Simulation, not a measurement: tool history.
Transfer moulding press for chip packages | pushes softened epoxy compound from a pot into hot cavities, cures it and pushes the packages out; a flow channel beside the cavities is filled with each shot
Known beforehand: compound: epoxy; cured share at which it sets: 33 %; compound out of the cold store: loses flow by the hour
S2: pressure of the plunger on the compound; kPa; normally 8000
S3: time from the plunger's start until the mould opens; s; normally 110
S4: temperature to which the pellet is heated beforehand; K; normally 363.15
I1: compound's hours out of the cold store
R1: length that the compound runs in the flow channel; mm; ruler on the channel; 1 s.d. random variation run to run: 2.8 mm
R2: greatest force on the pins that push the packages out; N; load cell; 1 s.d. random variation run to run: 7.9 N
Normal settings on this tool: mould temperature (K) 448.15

{"run": 1, "hour": 0.0, "mould temperature (K)": 448.15, "S2": 8000, "S3": 110, "S4": 363.15, "I1": 40.6, "R1": 636, "R2": 484}
{"run": 2, "hour": 31.9, "mould temperature (K)": 448.15, "S2": 8000, "S3": 110, "S4": 363.15, "I1": 33.5, "R1": 650, "R2": 511}
{"run": 3, "hour": 60.5, "mould temperature (K)": 448.15, "S2": 8000, "S3": 110, "S4": 363.15, "I1": 37.9, "R1": 635, "R2": 520}
{"hour": 71.0, "done": "cavities cleaned with cleaning compound and waxed"}
{"run": 4, "hour": 114.1, "mould temperature (K)": 448.15, "S2": 8000, "S3": 110, "S4": 363.15, "I1": 11.3, "R1": 680, "R2": 491}
{"run": 5, "hour": 179.0, "mould temperature (K)": 448.15, "S2": 8000, "S3": 110, "S4": 363.15, "I1": 43.9, "R1": 614, "R2": 541}
{"hour": 184.4, "done": "cavities cleaned with cleaning compound and waxed"}
{"run": 6, "hour": 210.7, "mould temperature (K)": 448.15, "S2": 8000, "S3": 110, "S4": 363.15, "I1": 27.1, "R1": 646, "R2": 463}
{"run": 7, "hour": 267.4, "mould temperature (K)": 448.15, "S2": 8000, "S3": 110, "S4": 363.15, "I1": 42.5, "R1": 608, "R2": 517}
{"hour": 298.4, "done": "cavities cleaned with cleaning compound and waxed"}
{"run": 8, "hour": 311.9, "mould temperature (K)": 448.15, "S2": 8000, "S3": 110, "S4": 363.15, "I1": 46.2, "R1": 606, "R2": 401}
{"run": 9, "hour": 344.1, "mould temperature (K)": 442.15, "S2": 8000, "S3": 110, "S4": 363.15, "I1": 8.8, "R1": 685, "R2": 793}
{"hour": 354.2, "done": "plunger's sealing rings changed"}
{"run": 10, "hour": 391.4, "mould temperature (K)": 448.15, "S2": 8000, "S3": 110, "S4": 363.15, "I1": 10, "R1": 699, "R2": 553}
{"hour": 414.8, "done": "cavities cleaned with cleaning compound and waxed"}
{"run": 11, "hour": 433.8, "mould temperature (K)": 448.15, "S2": 8000, "S3": 110, "S4": 363.15, "I1": 22.4, "R1": 675, "R2": 440}
{"run": 12, "hour": 461.9, "mould temperature (K)": 448.15, "S2": 8000, "S3": 110, "S4": 363.15, "I1": 31.6, "R1": 654, "R2": 494}
{"run": 13, "hour": 504.9, "mould temperature (K)": 448.15, "S2": 8000, "S3": 110, "S4": 363.15, "I1": 36.4, "R1": 649, "R2": 547}
{"hour": 520.6, "done": "mould's thermocouples calibrated"}
{"hour": 531.2, "done": "cavities cleaned with cleaning compound and waxed"}
{"run": 14, "hour": 539.0, "mould temperature (K)": 448.15, "S2": 8000, "S3": 110, "S4": 363.15, "I1": 13.6, "R1": 684, "R2": 380}
{"run": 15, "hour": 599.0, "mould temperature (K)": 455.15, "S2": 8000, "S3": 102, "S4": 355.15, "I1": 30.8, "R1": 627, "R2": 430}
{"run": 16, "hour": 634.7, "mould temperature (K)": 446.15, "S2": 8190, "S3": 98, "S4": 363.15, "I1": 14.3, "R1": 687, "R2": 771}
{"hour": 643.0, "done": "cavities cleaned with cleaning compound and waxed"}
{"run": 17, "hour": 698.0, "mould temperature (K)": 446.15, "S2": 6190, "S3": 148, "S4": 363.15, "I1": 34.9, "R1": 565, "R2": 398}
{"hour": 754.8, "done": "cavities cleaned with cleaning compound and waxed"}
{"run": 18, "hour": 754.8, "mould temperature (K)": 448.15, "S2": 7600, "S3": 110, "S4": 363.15, "I1": 43.7, "R1": 595, "R2": 344}
{"run": 19, "hour": 792.8, "mould temperature (K)": 448.15, "S2": 7600, "S3": 110, "S4": 363.15, "I1": 33.8, "R1": 611, "R2": 447}
{"run": 20, "hour": 848.4, "mould temperature (K)": 448.15, "S2": 7600, "S3": 115, "S4": 359.15, "I1": 40.1, "R1": 596, "R2": 489}
{"hour": 865.2, "done": "plunger's sealing rings changed"}
{"hour": 871.6, "done": "cavities cleaned with cleaning compound and waxed"}
{"run": 21, "hour": 884.1, "mould temperature (K)": 448.15, "S2": 7600, "S3": 115, "S4": 359.15, "I1": 12.6, "R1": 675, "R2": 383}
{"run": 22, "hour": 942.9, "mould temperature (K)": 448.15, "S2": 7600, "S3": 115, "S4": 359.15, "I1": 35.4, "R1": 626, "R2": 476}
{"run": 23, "hour": 970.4, "mould temperature (K)": 448.15, "S2": 7600, "S3": 115, "S4": 359.15, "I1": 40.9, "R1": 618, "R2": 498}
{"hour": 985.2, "done": "cavities cleaned with cleaning compound and waxed"}
{"run": 24, "hour": 1020.9, "mould temperature (K)": 448.15, "S2": 6140, "S3": 136, "S4": 354.15, "I1": 26.7, "R1": 576, "R2": 385}
{"run": 25, "hour": 1061.5, "mould temperature (K)": 452.15, "S2": 6800, "S3": 147, "S4": 354.15, "I1": 45.9, "R1": 565, "R2": 411}
{"hour": 1095.8, "done": "cavities cleaned with cleaning compound and waxed"}
{"run": 26, "hour": 1096.8, "mould temperature (K)": 452.15, "S2": 6800, "S3": 147, "S4": 354.15, "I1": 14.2, "R1": 612, "R2": 285}
{"run": 27, "hour": 1156.5, "mould temperature (K)": 448.15, "S2": 8000, "S3": 110, "S4": 356.15, "I1": 12.8, "R1": 677, "R2": 537}
{"hour": 1208.3, "done": "cavities cleaned with cleaning compound and waxed"}
{"run": 28, "hour": 1223.6, "mould temperature (K)": 448.15, "S2": 6560, "S3": 107, "S4": 363.15, "I1": 22, "R1": 591, "R2": 430}

Alternative continuations, all from the tool just after run 28; predict every row:
{"run": "A", "hour": 1263.9, "mould temperature (K)": 448.15, "S2": 6660, "S3": 107, "S4": 363.15, "I1": 40.4, "R1": "?", "R2": "?"}
{"run": "B", "hour": 1263.9, "mould temperature (K)": 453.15, "S2": 9910, "S3": 110, "S4": 363.15, "I1": 26.3, "R1": "?", "R2": "?"}
{"run": "C", "hour": 1263.9, "mould temperature (K)": 450.15, "S2": 8000, "S3": 110, "S4": 363.15, "I1": 16.1, "R1": "?", "R2": "?"}

run=A R1=563 R2=522
run=B R1=703 R2=406
run=C R1=655 R2=456
Take away the tool's hidden state, keep each run's random variation, and the runs would have read:
run=A R1=586 R2=365
run=B R1=731 R2=287
run=C R1=681 R2=318

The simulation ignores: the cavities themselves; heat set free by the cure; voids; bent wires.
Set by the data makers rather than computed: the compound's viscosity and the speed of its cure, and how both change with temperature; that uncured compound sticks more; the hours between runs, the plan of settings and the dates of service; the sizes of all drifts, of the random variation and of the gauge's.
